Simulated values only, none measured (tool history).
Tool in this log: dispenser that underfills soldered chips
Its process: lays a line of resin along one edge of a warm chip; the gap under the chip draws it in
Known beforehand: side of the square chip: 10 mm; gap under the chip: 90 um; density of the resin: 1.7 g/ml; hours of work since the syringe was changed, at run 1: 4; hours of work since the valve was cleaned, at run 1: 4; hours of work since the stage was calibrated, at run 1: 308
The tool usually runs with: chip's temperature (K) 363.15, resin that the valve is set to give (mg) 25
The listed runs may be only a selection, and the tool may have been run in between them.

run  hour  chip's temperature (K)  resin that the valve is set to give (mg)  hours of work since the syringe was changed  hours of work since the valve was cleaned  hours of work since the stage was calibrated  time until the resin shows at the far edge (s)  resin that the valve gave (mg)
  1     0                  363.15                                        25                                            4                                          4                                           308                                            43.8                           24.81
      7.5  -- new syringe of resin
  2   8.7                  363.15                                        25                                            1                                         10                                           314                                            36.2                           24.77
  3  13.3                  363.15                                        25                                            4                                         13                                           317                                            45.9                           24.76
       20  -- new syringe of resin
  4    20                  363.15                                        25                                            0                                         18                                           322                                            34.3                           24.61
  5  24.8                  363.15                                        25                                            3                                         21                                           325                                            41.7                           24.59
       33  -- new syringe of resin
  6  33.6                  363.15                                        25                                            0                                         27                                           331                                            34.9                           24.49
  7  39.2                  366.15                                      28.5                                            4                                         31                                           335                                            39.2                           27.98
  8  44.9                  375.15                                        25                                            9                                         35                                           339                                            35.2                           24.62
     45.7  -- new syringe of resin
  9  51.9                  349.15                                        26                                            4                                         40                                           344                                            88.9                            25.3
     58.7  -- new syringe of resin
 10  61.7                  349.15                                        26                                            2                                         47                                           351                                            75.2                            25.2

What if the next run were any one of these 5? Each begins from the tool's condition after run 10:
  A    67                  369.15                                        29                                            6                                         51                                           354                                               ?                               ?
  B    67                  363.15                                      31.7                                            6                                         51                                           354                                               ?                               ?
  C    67                  359.15                                      29.2                                            6                                         51                                           354                                               ?                               ?
  D    67                  357.15                                        27                                            6                                         51                                           354                                               ?                               ?
  E    67                  365.15                                      22.1                                            6                                         51                                           354                                               ?                               ?

run  time until the resin shows at the far edge (s)  resin that the valve gave (mg)
  A                                            37.2                           28.04
  B                                            48.6                           30.91
  C                                            57.5                            28.2
  D                                            63.7                           26.11
  E                                              46                            21.4
Without the tool's unlogged condition, the same runs would have read:
run  time until the resin shows at the far edge (s)  resin that the valve gave (mg)
  A                                            28.6                           28.92
  B                                            37.5                           31.87
  C                                            44.5                           29.08
  D                                            49.2                           26.92
  E                                            35.1                           22.07
